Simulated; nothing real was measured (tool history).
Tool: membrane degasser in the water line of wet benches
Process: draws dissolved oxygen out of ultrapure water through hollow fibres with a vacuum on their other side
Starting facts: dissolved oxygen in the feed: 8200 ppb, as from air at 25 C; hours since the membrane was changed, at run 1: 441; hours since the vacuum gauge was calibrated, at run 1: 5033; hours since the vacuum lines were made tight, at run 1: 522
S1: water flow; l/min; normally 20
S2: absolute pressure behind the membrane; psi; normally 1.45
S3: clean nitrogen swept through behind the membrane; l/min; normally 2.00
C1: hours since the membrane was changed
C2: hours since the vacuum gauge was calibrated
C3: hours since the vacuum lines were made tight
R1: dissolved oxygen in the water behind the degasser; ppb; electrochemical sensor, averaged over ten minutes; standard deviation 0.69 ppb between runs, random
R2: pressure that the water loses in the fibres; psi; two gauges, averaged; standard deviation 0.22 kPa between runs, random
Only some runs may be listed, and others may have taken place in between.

| run | hour | S1 | S2 | S3 | C1 | C2 | C3 | R1 | R2 |
|---|---|---|---|---|---|---|---|---|---|
| 1 | 0.0 | 20 | 1.45 | 2.00 | 441 | 5033 | 522 | 169.0 | 7.967 |
| 2 | 62.1 | 20 | 1.45 | 2.00 | 503 | 5096 | 584 | 168.5 | 7.860 |
| 3 | 110.1 | 20 | 1.45 | 2.00 | 551 | 5144 | 632 | 168.7 | 7.983 |
| 4 | 154.5 | 20 | 1.45 | 2.00 | 596 | 5188 | 677 | 168.2 | 8.034 |
| 5 | 192.6 | 20 | 1.29 | 2.00 | 634 | 5226 | 715 | 143.9 | 8.000 |
| 6 | 229.7 | 20 | 1.45 | 2.00 | 671 | 5263 | 752 | 167.7 | 7.955 |
| 7 | 263.7 | 14 | 1.83 | 2.73 | 705 | 5297 | 786 | 119.4 | 5.591 |
| 8 | 310.0 | 16 | 1.10 | 2.73 | 751 | 5343 | 832 | 67.4 | 6.390 |
| 9 | 353.5 | 31 | 2.12 | 2.00 | 795 | 5387 | 876 | 422.3 | 12.363 |
| 10 | 411.0 | 14 | 1.45 | 2.00 | 852 | 5444 | 933 | 118.0 | 5.646 |
| 11 | 452.0 | 32 | 3.25 | 5.38 | 893 | 5485 | 974 | 301.6 | 12.779 |

Same runs, no hidden state in the tool, same run-to-run variation:
Hidden state at play: membrane still open, %; true pressure behind the membrane over the reading, kPa; air that leaks in behind the membrane, l/min; drift of the gauge itself on oxygen_ppb, %; drift of the gauge itself on loss_of_pressure_kpa, %.
| run | R1 | R2 |
|---|---|---|
| 1 | 165.1 | 7.944 |
| 2 | 164.6 | 7.832 |
| 3 | 164.8 | 7.952 |
| 4 | 164.2 | 8.002 |
| 5 | 139.9 | 7.967 |
| 6 | 163.6 | 7.921 |
| 7 | 117.1 | 5.565 |
| 8 | 65.0 | 6.357 |
| 9 | 416.0 | 12.298 |
| 10 | 115.0 | 5.614 |
| 11 | 298.1 | 12.702 |
